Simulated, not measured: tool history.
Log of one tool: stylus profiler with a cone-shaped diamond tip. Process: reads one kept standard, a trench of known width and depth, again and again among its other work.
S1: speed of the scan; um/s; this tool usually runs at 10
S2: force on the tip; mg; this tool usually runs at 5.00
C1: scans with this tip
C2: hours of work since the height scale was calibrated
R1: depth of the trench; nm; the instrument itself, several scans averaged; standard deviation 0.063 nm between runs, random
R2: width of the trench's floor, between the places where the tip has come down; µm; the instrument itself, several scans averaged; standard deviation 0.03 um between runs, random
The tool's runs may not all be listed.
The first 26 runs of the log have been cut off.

Run 27, hour 321.2: usual settings but S1 3 um/s, S2 12.48 mg; C1 351; C2 34. Result: R1 102.67 nm, R2 28.69 µm.
Run 28, hour 337.4: usual settings but S1 4 um/s, S2 2.81 mg; C1 419; C2 41. Result: R1 100.91 nm, R2 28.69 µm.
Run 29, hour 352.4: usual settings but S1 34 um/s, S2 2.81 mg; C1 482; C2 47. Result: R1 100.99 nm, R2 28.52 µm.
Run 30, hour 365.6: usual settings but S1 34 um/s, S2 2.81 mg; C1 537; C2 52. Result: R1 100.98 nm, R2 28.58 µm.
Run 31, hour 381.7: usual settings but S1 35 um/s, S2 1.86 mg; C1 604; C2 59. Result: R1 100.72 nm, R2 28.49 µm.
Run 32, hour 394.4: usual settings but S1 2 um/s, S2 1.71 mg; C1 658; C2 64. Result: R1 100.73 nm, R2 28.73 µm.
Run 33, hour 403.5: usual settings but S1 2 um/s, S2 6.84 mg; C1 696; C2 68. Result: R1 101.77 nm, R2 28.76 µm.
Run 34, hour 412.2: usual settings but S1 2 um/s, S2 3.26 mg; C1 732; C2 72. Result: R1 101.16 nm, R2 28.77 µm.
Run 35, hour 428.4: usual settings but S1 14 um/s, S2 8.88 mg; C1 800; C2 78. Result: R1 102.05 nm, R2 28.72 µm.
Run 36, hour 439.4: usual settings but S1 9 um/s, S2 4.40 mg; C1 846; C2 83. Result: R1 101.31 nm, R2 28.70 µm.
Run 37, hour 453.0: usual settings but S1 8 um/s, S2 9.07 mg; C1 903; C2 88. Result: R1 102.06 nm, R2 28.72 µm.
Run 38, hour 470.9: usual settings but S1 8 um/s, S2 9.07 mg; C1 978; C2 96. Result: R1 102.22 nm, R2 28.75 µm.

5 options for the next run, each taken on its own from the tool as it stands now. Forecast them:
Run A, hour 478.2: usual settings but S1 22 um/s, S2 7.81 mg; C1 1008; C2 98. Result: R1 ?, R2 ?.
Run B, hour 478.2: usual settings but S1 27 um/s, S2 2.41 mg; C1 1008; C2 98. Result: R1 ?, R2 ?.
Run C, hour 478.2: usual settings but S1 2 um/s, S2 3.18 mg; C1 1008; C2 98. Result: R1 ?, R2 ?.
Run D, hour 478.2: usual settings but S1 25 um/s, S2 5.24 mg; C1 1008; C2 98. Result: R1 ?, R2 ?.
Run E, hour 478.2: usual settings but S1 8 um/s, S2 12.34 mg; C1 1008; C2 98. Result: R1 ?, R2 ?.

run      R1     R2
  A  102.03  28.68
  B  100.81  28.62
  C  101.03  28.73
  D  101.43  28.60
  E  102.58  28.73
Stripped of hidden state, with their random variation kept, the same runs would have yielded:
run      R1     R2
  A  102.02  28.69
  B  100.81  28.62
  C  101.03  28.74
  D  101.42  28.61
  E  102.58  28.74
